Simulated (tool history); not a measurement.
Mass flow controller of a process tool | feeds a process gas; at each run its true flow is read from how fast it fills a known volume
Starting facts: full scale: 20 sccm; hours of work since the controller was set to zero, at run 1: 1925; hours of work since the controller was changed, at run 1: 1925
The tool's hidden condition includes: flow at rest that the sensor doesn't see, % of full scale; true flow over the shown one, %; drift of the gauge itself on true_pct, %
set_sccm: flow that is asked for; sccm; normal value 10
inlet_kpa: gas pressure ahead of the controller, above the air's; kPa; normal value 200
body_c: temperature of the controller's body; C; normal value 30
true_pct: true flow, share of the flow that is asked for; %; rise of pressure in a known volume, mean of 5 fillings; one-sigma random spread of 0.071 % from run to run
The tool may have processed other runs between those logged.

run	day	set_sccm	inlet_kpa	body_c	hours of work since the controller was set to zero	hours of work since the controller was changed	true_pct
1	0	10	200	30	1925	1925	98.42
2	11.329	10	200	30	2016	2016	98.26
3	23.142	10	200	30	2110	2110	98.36
4	33.062	10	200	30	2190	2190	98.21
5	40.867	10	200	30	2252	2252	98.41
6	46.971	10	200	30	2301	2301	98.29
7	54.121	10	200	30	2358	2358	98.13
8	67.021	10	200	30	2461	2461	98.04
9	74.1	10	200	30	2518	2518	98.16
10	83.654	10	200	30	2594	2594	98
11	90.279	10	200	30	2647	2647	98.01
12	98.383	10	200	30	2712	2712	97.96
13	110.629	10	176	30	2810	2810	97.86
14	118.442	10	176	30	2872	2872	97.75
15	124.196	10	176	30	2918	2918	97.72
16	136.85	10	176	29	3020	3020	97.71
17	148.358	10	176	29	3112	3112	97.75
18	155.721	7	200	20	3171	3171	97.35
19	167.688	10	200	35	3266	3266	97.55
20	174.879	10	271	30	3324	3324	97.89
21	180.612	2	225	37	3370	3370	92.04
22	186.538	7	225	37	3417	3417	96.68
23	198.558	10	167	20	3513	3513	97.85
24	206.9	10	167	20	3580	3580	97.79
25	215.312	3	187	25	3647	3647	94.2
26	223.017	3	187	25	3709	3709	93.97
27	229.246	8	257	21	3759	3759	97.4
28	240.117	10	200	23	3846	3846	97.59
29	247.212	10	200	23	3902	3902	97.48

5 ways to go on from here, each from the tool as it stands after run 29. What would each give?
A	257.579	10	273	31	3985	3985	?
B	257.579	11	200	23	3985	3985	?
C	257.579	10	278	30	3985	3985	?
D	257.579	10	200	21	3985	3985	?
E	257.579	10	200	23	3985	3985	?

run	true_pct
A	97.52
B	97.7
C	97.48
D	97.59
E	97.44
Without the tool's hidden state the same runs would have given:
run	true_pct
A	99.88
B	99.92
C	99.84
D	99.95
E	99.8
